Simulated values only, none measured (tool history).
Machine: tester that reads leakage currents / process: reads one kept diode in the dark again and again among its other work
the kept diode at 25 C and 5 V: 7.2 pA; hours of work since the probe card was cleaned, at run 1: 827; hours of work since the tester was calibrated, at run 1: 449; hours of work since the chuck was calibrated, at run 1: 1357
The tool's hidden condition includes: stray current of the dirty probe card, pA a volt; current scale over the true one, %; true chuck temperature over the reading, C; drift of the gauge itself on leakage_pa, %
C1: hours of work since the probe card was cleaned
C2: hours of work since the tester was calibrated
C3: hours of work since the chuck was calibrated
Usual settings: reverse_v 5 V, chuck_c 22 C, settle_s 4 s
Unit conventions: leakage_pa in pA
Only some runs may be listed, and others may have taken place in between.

{"run": 1, "hour": 0.0, "reverse_v": 5, "chuck_c": 22, "settle_s": 4, "C1": 827, "C2": 449, "C3": 1357, "leakage_pa": 8.85}
{"run": 2, "hour": 59.9, "reverse_v": 5, "chuck_c": 22, "settle_s": 4, "C1": 853, "C2": 476, "C3": 1384, "leakage_pa": 9.01}
{"run": 3, "hour": 115.3, "reverse_v": 5, "chuck_c": 22, "settle_s": 0.53, "C1": 878, "C2": 500, "C3": 1408, "leakage_pa": 11.58}
{"run": 4, "hour": 155.8, "reverse_v": 5, "chuck_c": 25, "settle_s": 4, "C1": 896, "C2": 518, "C3": 1426, "leakage_pa": 10.78}
{"run": 5, "hour": 228.0, "reverse_v": 5, "chuck_c": 25, "settle_s": 4, "C1": 928, "C2": 551, "C3": 1458, "leakage_pa": 10.9}
{"run": 6, "hour": 266.1, "reverse_v": 5, "chuck_c": 25, "settle_s": 4, "C1": 945, "C2": 567, "C3": 1475, "leakage_pa": 10.93}
{"run": 7, "hour": 307.6, "reverse_v": 5, "chuck_c": 28, "settle_s": 4, "C1": 963, "C2": 586, "C3": 1494, "leakage_pa": 13.18}
{"run": 8, "hour": 356.5, "reverse_v": 5, "chuck_c": 46, "settle_s": 4, "C1": 985, "C2": 608, "C3": 1516, "leakage_pa": 40.27}
{"run": 9, "hour": 392.4, "reverse_v": 5, "chuck_c": 46, "settle_s": 4, "C1": 1001, "C2": 624, "C3": 1532, "leakage_pa": 40.32}
{"run": 10, "hour": 423.9, "reverse_v": 5, "chuck_c": 22, "settle_s": 2, "C1": 1015, "C2": 638, "C3": 1546, "leakage_pa": 9.79}
{"run": 11, "hour": 462.4, "reverse_v": 5, "chuck_c": 22, "settle_s": 4, "C1": 1032, "C2": 655, "C3": 1563, "leakage_pa": 9.47}
{"run": 12, "hour": 530.7, "reverse_v": 5, "chuck_c": 22, "settle_s": 4, "C1": 1063, "C2": 685, "C3": 1593, "leakage_pa": 9.59}
{"run": 13, "hour": 564.8, "reverse_v": 5, "chuck_c": 22, "settle_s": 4, "C1": 1078, "C2": 700, "C3": 1608, "leakage_pa": 9.71}
{"run": 14, "hour": 640.6, "reverse_v": 5, "chuck_c": 22, "settle_s": 4, "C1": 1111, "C2": 734, "C3": 1642, "leakage_pa": 9.81}
{"run": 15, "hour": 706.1, "reverse_v": 3.72, "chuck_c": 49, "settle_s": 4, "C1": 1141, "C2": 763, "C3": 1671, "leakage_pa": 44.16}
{"hour": 722.4, "done": "chuck's temperature calibrated"}
{"run": 16, "hour": 748.3, "reverse_v": 5, "chuck_c": 40, "settle_s": 0.82, "C1": 1158, "C2": 781, "C3": 11, "leakage_pa": 26.74}
{"run": 17, "hour": 822.0, "reverse_v": 1.39, "chuck_c": 22, "settle_s": 1.85, "C1": 1191, "C2": 814, "C3": 44, "leakage_pa": 4.89}
{"run": 18, "hour": 866.7, "reverse_v": 1.94, "chuck_c": 30, "settle_s": 1.85, "C1": 1211, "C2": 834, "C3": 64, "leakage_pa": 9.22}
{"run": 19, "hour": 912.8, "reverse_v": 1.94, "chuck_c": 30, "settle_s": 1.85, "C1": 1232, "C2": 854, "C3": 85, "leakage_pa": 9.35}
{"hour": 922.9, "done": "probe card cleaned and baked"}
{"run": 20, "hour": 990.7, "reverse_v": 5, "chuck_c": 22, "settle_s": 1.27, "C1": 30, "C2": 887, "C3": 118, "leakage_pa": 11.89}
{"run": 21, "hour": 1067.2, "reverse_v": 5, "chuck_c": 22, "settle_s": 1.27, "C1": 64, "C2": 921, "C3": 152, "leakage_pa": 11.96}
{"run": 22, "hour": 1124.6, "reverse_v": 5, "chuck_c": 22, "settle_s": 1.27, "C1": 90, "C2": 947, "C3": 177, "leakage_pa": 11.98}
{"run": 23, "hour": 1167.4, "reverse_v": 4.88, "chuck_c": 37, "settle_s": 1.27, "C1": 109, "C2": 966, "C3": 197, "leakage_pa": 24.19}
{"run": 24, "hour": 1241.6, "reverse_v": 4.88, "chuck_c": 37, "settle_s": 1.27, "C1": 142, "C2": 999, "C3": 230, "leakage_pa": 24.18}
{"run": 25, "hour": 1283.9, "reverse_v": 13, "chuck_c": 37, "settle_s": 2.29, "C1": 161, "C2": 1018, "C3": 248, "leakage_pa": 40.45}
{"run": 26, "hour": 1337.9, "reverse_v": 2.49, "chuck_c": 37, "settle_s": 2.29, "C1": 185, "C2": 1042, "C3": 272, "leakage_pa": 17.22}
{"hour": 1352.9, "done": "probe card cleaned and baked, once more"}
{"run": 27, "hour": 1395.6, "reverse_v": 5, "chuck_c": 22, "settle_s": 1.67, "C1": 19, "C2": 1066, "C3": 297, "leakage_pa": 6.98}

Branching from run 27: 5 alternative next runs. What would each branch give?
{"run": "A", "hour": 1446.7, "reverse_v": 2.83, "chuck_c": 22, "settle_s": 4, "C1": 42, "C2": 1089, "C3": 319, "leakage_pa": "?"}
{"run": "B", "hour": 1446.7, "reverse_v": 1.71, "chuck_c": 22, "settle_s": 1.99, "C1": 42, "C2": 1089, "C3": 319, "leakage_pa": "?"}
{"run": "C", "hour": 1446.7, "reverse_v": 5.79, "chuck_c": 40, "settle_s": 4.36, "C1": 42, "C2": 1089, "C3": 319, "leakage_pa": "?"}
{"run": "D", "hour": 1446.7, "reverse_v": 2.44, "chuck_c": 41, "settle_s": 1.24, "C1": 42, "C2": 1089, "C3": 319, "leakage_pa": "?"}
{"run": "E", "hour": 1446.7, "reverse_v": 5, "chuck_c": 22, "settle_s": 0.78, "C1": 42, "C2": 1089, "C3": 319, "leakage_pa": "?"}

run=A leakage_pa=5.12
run=B leakage_pa=4.29
run=C leakage_pa=24.31
run=D leakage_pa=19.59
run=E leakage_pa=7.9
Had the tool no hidden state, the same runs would have come out as:
run=A leakage_pa=4.95
run=B leakage_pa=4.17
run=C leakage_pa=23.75
run=D leakage_pa=19.2
run=E leakage_pa=7.66
